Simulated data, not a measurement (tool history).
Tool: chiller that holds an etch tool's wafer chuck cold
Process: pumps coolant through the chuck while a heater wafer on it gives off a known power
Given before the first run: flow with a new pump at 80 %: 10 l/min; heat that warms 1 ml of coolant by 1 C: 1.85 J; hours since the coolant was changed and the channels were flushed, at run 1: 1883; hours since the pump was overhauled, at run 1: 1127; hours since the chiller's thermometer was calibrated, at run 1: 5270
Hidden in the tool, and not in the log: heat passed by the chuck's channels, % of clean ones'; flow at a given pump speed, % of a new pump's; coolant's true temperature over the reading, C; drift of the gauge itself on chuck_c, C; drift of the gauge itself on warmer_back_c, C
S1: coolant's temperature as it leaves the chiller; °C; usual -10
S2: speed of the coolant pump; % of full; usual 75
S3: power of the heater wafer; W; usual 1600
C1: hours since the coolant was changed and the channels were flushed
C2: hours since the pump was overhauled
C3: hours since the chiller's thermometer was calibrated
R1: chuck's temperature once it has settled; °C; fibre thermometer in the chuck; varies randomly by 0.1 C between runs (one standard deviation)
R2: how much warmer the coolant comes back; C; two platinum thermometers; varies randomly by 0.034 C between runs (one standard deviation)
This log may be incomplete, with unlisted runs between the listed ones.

Run 1, hour 0: usual settings; C1 1883; C2 1127; C3 5270. Result: R1 6.9 °C, R2 5.57 C.
Run 2, hour 126.1: usual settings but S3 1030 W; C1 2009; C2 1253; C3 5397. Result: R1 1.3 °C, R2 3.57 C.
Run 3, hour 313.3: usual settings but S3 1910 W; C1 2197; C2 1441; C3 5584. Result: R1 10.2 °C, R2 6.73 C.
At hour 468: chiller's thermometer calibrated.
Run 4, hour 496.1: usual settings but S3 1910 W; C1 2378; C2 1622; C3 28. Result: R1 9.4 °C, R2 6.62 C.
Run 5, hour 652.2: usual settings but S2 63 % of full; C1 2535; C2 1779; C3 184. Result: R1 9.2 °C, R2 6.57 C.
Run 6, hour 800: usual settings but S2 85 % of full; C1 2682; C2 1926; C3 332. Result: R1 5.1 °C, R2 4.98 C.
Run 7, hour 932.1: usual settings but S2 85 % of full; C1 2814; C2 2058; C3 464. Result: R1 5.2 °C, R2 4.94 C.
Run 8, hour 1111.9: usual settings but S2 85 % of full; C1 2994; C2 2238; C3 644. Result: R1 5.1 °C, R2 5.02 C.
Run 9, hour 1259.4: usual settings but S1 -4 °C; C1 3142; C2 2386; C3 791. Result: R1 12.8 °C, R2 5.59 C.
Run 10, hour 1451: usual settings but S3 1105 W; C1 3333; C2 2577; C3 983. Result: R1 1.8 °C, R2 3.92 C.
Run 11, hour 1587.4: usual settings but S3 1105 W; C1 3470; C2 2714; C3 1119. Result: R1 1.8 °C, R2 3.86 C.
Run 12, hour 1767.4: usual settings but S1 -7 °C, S3 1105 W; C1 3650; C2 2894; C3 1299. Result: R1 4.8 °C, R2 3.87 C.
Run 13, hour 1878.3: usual settings but S3 1031 W; C1 3761; C2 3005; C3 1410. Result: R1 1 °C, R2 3.59 C.
Run 14, hour 2017.2: usual settings but S3 1031 W; C1 3900; C2 3144; C3 1549. Result: R1 1.3 °C, R2 3.59 C.
Run 15, hour 2139: usual settings but S3 1031 W; C1 4021; C2 3265; C3 1671. Result: R1 1.4 °C, R2 3.63 C.
Run 16, hour 2249.2: usual settings; C1 4132; C2 3376; C3 1781. Result: R1 7.5 °C, R2 5.61 C.
Run 17, hour 2341.9: usual settings but S1 -7 °C, S2 99 % of full, S3 2213 W; C1 4224; C2 3468; C3 1874. Result: R1 12.1 °C, R2 5.98 C.
Run 18, hour 2498.3: usual settings but S1 -7 °C, S2 66 % of full, S3 1490 W; C1 4381; C2 3625; C3 2030. Result: R1 11.1 °C, R2 5.94 C.
Run 19, hour 2672.6: usual settings but S1 -5 °C, S2 91 % of full, S3 2109 W; C1 4555; C2 3799; C3 2205. Result: R1 14.6 °C, R2 6.2 C.
Run 20, hour 2776.7: usual settings but S1 -12 °C, S2 79 % of full, S3 1000 W; C1 4659; C2 3903; C3 2309. Result: R1 -1.2 °C, R2 3.39 C.
Run 21, hour 2862.1: usual settings but S1 -19 °C, S2 79 % of full, S3 1000 W; C1 4744; C2 3988; C3 2394. Result: R1 -8.4 °C, R2 3.35 C.
Run 22, hour 2954.3: usual settings but S1 -11 °C, S2 80 % of full, S3 1658 W; C1 4837; C2 4081; C3 2486. Result: R1 6.6 °C, R2 5.56 C.
Run 23, hour 3054: usual settings but S1 0 °C, S2 80 % of full, S3 1310 W; C1 4936; C2 4180; C3 2586. Result: R1 14.1 °C, R2 4.32 C.
Run 24, hour 3178: usual settings but S1 0 °C, S2 80 % of full, S3 1310 W; C1 5060; C2 4304; C3 2710. Result: R1 14.1 °C, R2 4.29 C.
Run 25, hour 3343: usual settings but S3 1551 W; C1 5225; C2 4469; C3 2875. Result: R1 7.4 °C, R2 5.51 C.
Run 26, hour 3519.2: usual settings but S3 1551 W; C1 5401; C2 4646; C3 3051. Result: R1 7.6 °C, R2 5.46 C.
Run 27, hour 3644.7: usual settings but S3 1551 W; C1 5527; C2 4771; C3 3177. Result: R1 7.6 °C, R2 5.56 C.
Run 28, hour 3763.4: usual settings but S3 1551 W; C1 5646; C2 4890; C3 3295. Result: R1 7.8 °C, R2 5.53 C.
Run 29, hour 3891: usual settings but S3 876 W; C1 5773; C2 5017; C3 3423. Result: R1 0.2 °C, R2 3.12 C.
Run 30, hour 3977.3: usual settings but S2 85 % of full, S3 1669 W; C1 5860; C2 5104; C3 3509. Result: R1 7.5 °C, R2 5.33 C.
Run 31, hour 4108.6: usual settings but S2 85 % of full, S3 1669 W; C1 5991; C2 5235; C3 3641. Result: R1 7.5 °C, R2 5.28 C.

Hidden condition of the tool, last listed run before each entry between runs versus first listed run after:
In the gap between runs 3 and 4: chiller's thermometer calibrated (hour 468)
  heat passed by the chuck's channels, % of clean ones': 94.7 -> 94.3; flow at a given pump speed, % of a new pump's: 99.3 -> 99.2; coolant's true temperature over the reading, C: 0.66 -> -0.04
  measured value less the no-hidden-state value, R1: +1.6 -> +1 °C; R2: +0.05 -> +0.05 C

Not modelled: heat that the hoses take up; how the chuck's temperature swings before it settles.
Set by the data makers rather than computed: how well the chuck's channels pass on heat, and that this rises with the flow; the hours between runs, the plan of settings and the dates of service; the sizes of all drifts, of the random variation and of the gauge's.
